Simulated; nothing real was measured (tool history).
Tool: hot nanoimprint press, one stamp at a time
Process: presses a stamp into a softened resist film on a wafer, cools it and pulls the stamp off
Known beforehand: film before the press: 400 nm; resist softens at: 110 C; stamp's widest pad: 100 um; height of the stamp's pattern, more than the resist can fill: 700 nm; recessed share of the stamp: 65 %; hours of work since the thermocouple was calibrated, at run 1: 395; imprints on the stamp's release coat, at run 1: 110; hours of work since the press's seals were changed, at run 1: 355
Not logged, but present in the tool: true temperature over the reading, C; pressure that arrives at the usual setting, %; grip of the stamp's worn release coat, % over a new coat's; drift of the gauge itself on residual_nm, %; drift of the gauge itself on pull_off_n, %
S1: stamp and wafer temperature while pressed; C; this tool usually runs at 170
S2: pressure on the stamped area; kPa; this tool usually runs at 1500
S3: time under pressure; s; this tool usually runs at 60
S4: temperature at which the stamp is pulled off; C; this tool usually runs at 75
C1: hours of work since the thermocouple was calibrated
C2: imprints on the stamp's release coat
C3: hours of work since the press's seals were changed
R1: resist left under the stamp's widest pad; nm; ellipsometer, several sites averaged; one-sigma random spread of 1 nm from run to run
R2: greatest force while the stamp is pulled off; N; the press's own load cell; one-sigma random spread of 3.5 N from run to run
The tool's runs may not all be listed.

{"run": 1, "hour": 0.0, "S1": 170, "S2": 1500, "S3": 60, "S4": 75, "C1": 395, "C2": 110, "C3": 355, "R1": 235.4, "R2": 183}
{"run": 2, "hour": 19.9, "S1": 170, "S2": 1500, "S3": 119, "S4": 75, "C1": 404, "C2": 155, "C3": 365, "R1": 188.6, "R2": 173}
{"run": 3, "hour": 41.9, "S1": 170, "S2": 1500, "S3": 60, "S4": 75, "C1": 415, "C2": 205, "C3": 375, "R1": 235.2, "R2": 196}
{"run": 4, "hour": 63.6, "S1": 170, "S2": 1130, "S3": 60, "S4": 75, "C1": 425, "C2": 255, "C3": 386, "R1": 262, "R2": 187}
{"run": 5, "hour": 79.0, "S1": 170, "S2": 1130, "S3": 60, "S4": 75, "C1": 433, "C2": 290, "C3": 393, "R1": 263, "R2": 198}
{"run": 6, "hour": 101.6, "S1": 170, "S2": 2390, "S3": 60, "S4": 75, "C1": 444, "C2": 341, "C3": 404, "R1": 194.6, "R2": 199}
{"run": 7, "hour": 120.5, "S1": 170, "S2": 2390, "S3": 60, "S4": 75, "C1": 453, "C2": 384, "C3": 413, "R1": 195.3, "R2": 200}
{"run": 8, "hour": 140.1, "S1": 170, "S2": 2390, "S3": 60, "S4": 75, "C1": 462, "C2": 429, "C3": 422, "R1": 192.4, "R2": 201}
{"run": 9, "hour": 155.5, "S1": 170, "S2": 2390, "S3": 60, "S4": 75, "C1": 469, "C2": 464, "C3": 430, "R1": 194.2, "R2": 212}
{"run": 10, "hour": 175.7, "S1": 170, "S2": 1500, "S3": 60, "S4": 75, "C1": 479, "C2": 510, "C3": 440, "R1": 240.2, "R2": 205}
{"run": 11, "hour": 199.3, "S1": 170, "S2": 1500, "S3": 60, "S4": 75, "C1": 490, "C2": 564, "C3": 451, "R1": 236.4, "R2": 214}
{"run": 12, "hour": 229.1, "S1": 170, "S2": 1500, "S3": 60, "S4": 75, "C1": 505, "C2": 631, "C3": 465, "R1": 236.1, "R2": 215}
{"run": 13, "hour": 253.5, "S1": 170, "S2": 1500, "S3": 60, "S4": 71, "C1": 516, "C2": 687, "C3": 477, "R1": 237.8, "R2": 236}
{"run": 14, "hour": 277.2, "S1": 170, "S2": 1500, "S3": 60, "S4": 71, "C1": 528, "C2": 741, "C3": 488, "R1": 240, "R2": 248}
{"hour": 291.5, "done": "plate thermocouple calibrated"}
{"run": 15, "hour": 308.0, "S1": 170, "S2": 1500, "S3": 60, "S4": 71, "C1": 8, "C2": 804, "C3": 501, "R1": 228.3, "R2": 232}
{"run": 16, "hour": 325.1, "S1": 170, "S2": 1080, "S3": 70, "S4": 67, "C1": 16, "C2": 843, "C3": 510, "R1": 245, "R2": 260}
{"run": 17, "hour": 343.3, "S1": 170, "S2": 1830, "S3": 60, "S4": 75, "C1": 25, "C2": 885, "C3": 518, "R1": 208, "R2": 221}
{"run": 18, "hour": 364.1, "S1": 170, "S2": 1830, "S3": 60, "S4": 75, "C1": 35, "C2": 932, "C3": 528, "R1": 209.7, "R2": 239}
{"run": 19, "hour": 389.4, "S1": 170, "S2": 1830, "S3": 60, "S4": 75, "C1": 47, "C2": 990, "C3": 540, "R1": 209.6, "R2": 236}
{"run": 20, "hour": 407.8, "S1": 173, "S2": 950, "S3": 60, "S4": 75, "C1": 56, "C2": 1032, "C3": 549, "R1": 248.3, "R2": 240}
{"run": 21, "hour": 422.8, "S1": 170, "S2": 1500, "S3": 49, "S4": 75, "C1": 63, "C2": 1066, "C3": 556, "R1": 242.7, "R2": 245}
{"hour": 446.3, "done": "press's hydraulic seals changed and the load cell set to zero"}
{"run": 22, "hour": 459.8, "S1": 170, "S2": 1430, "S3": 49, "S4": 65, "C1": 77, "C2": 1132, "C3": 6, "R1": 243.7, "R2": 292}
{"run": 23, "hour": 477.4, "S1": 170, "S2": 1430, "S3": 49, "S4": 65, "C1": 85, "C2": 1172, "C3": 15, "R1": 242.8, "R2": 286}
{"run": 24, "hour": 501.5, "S1": 182, "S2": 1500, "S3": 52, "S4": 75, "C1": 97, "C2": 1227, "C3": 26, "R1": 159.2, "R2": 258}
{"run": 25, "hour": 528.8, "S1": 169, "S2": 1500, "S3": 60, "S4": 75, "C1": 110, "C2": 1289, "C3": 39, "R1": 234.4, "R2": 258}
{"run": 26, "hour": 542.1, "S1": 169, "S2": 1500, "S3": 60, "S4": 75, "C1": 116, "C2": 1319, "C3": 46, "R1": 233.8, "R2": 261}
{"run": 27, "hour": 560.8, "S1": 181, "S2": 1000, "S3": 60, "S4": 75, "C1": 125, "C2": 1361, "C3": 55, "R1": 190, "R2": 273}
{"run": 28, "hour": 583.7, "S1": 170, "S2": 2370, "S3": 113, "S4": 75, "C1": 136, "C2": 1414, "C3": 66, "R1": 144.5, "R2": 264}
{"run": 29, "hour": 614.2, "S1": 159, "S2": 1380, "S3": 60, "S4": 75, "C1": 151, "C2": 1483, "C3": 80, "R1": 319.5, "R2": 274}
{"run": 30, "hour": 631.7, "S1": 170, "S2": 1500, "S3": 43, "S4": 78, "C1": 159, "C2": 1523, "C3": 89, "R1": 252.1, "R2": 260}

Here are 4 independent what-if runs from the current tool condition. What would each one return?
{"run": "A", "hour": 658.0, "S1": 162, "S2": 1500, "S3": 60, "S4": 74, "C1": 172, "C2": 1583, "C3": 101, "R1": "?", "R2": "?"}
{"run": "B", "hour": 658.0, "S1": 161, "S2": 1500, "S3": 43, "S4": 78, "C1": 172, "C2": 1583, "C3": 101, "R1": "?", "R2": "?"}
{"run": "C", "hour": 658.0, "S1": 170, "S2": 1500, "S3": 43, "S4": 81, "C1": 172, "C2": 1583, "C3": 101, "R1": "?", "R2": "?"}
{"run": "D", "hour": 658.0, "S1": 170, "S2": 1500, "S3": 56, "S4": 75, "C1": 172, "C2": 1583, "C3": 101, "R1": "?", "R2": "?"}

run=A R1=288.2 R2=289
run=B R1=318.6 R2=271
run=C R1=252.4 R2=249
run=D R1=231.9 R2=283
What these runs would have given with no unlogged condition in the tool:
run=A R1=282.8 R2=173
run=B R1=313.8 R2=163
run=C R1=247 R2=149
run=D R1=226.6 R2=170
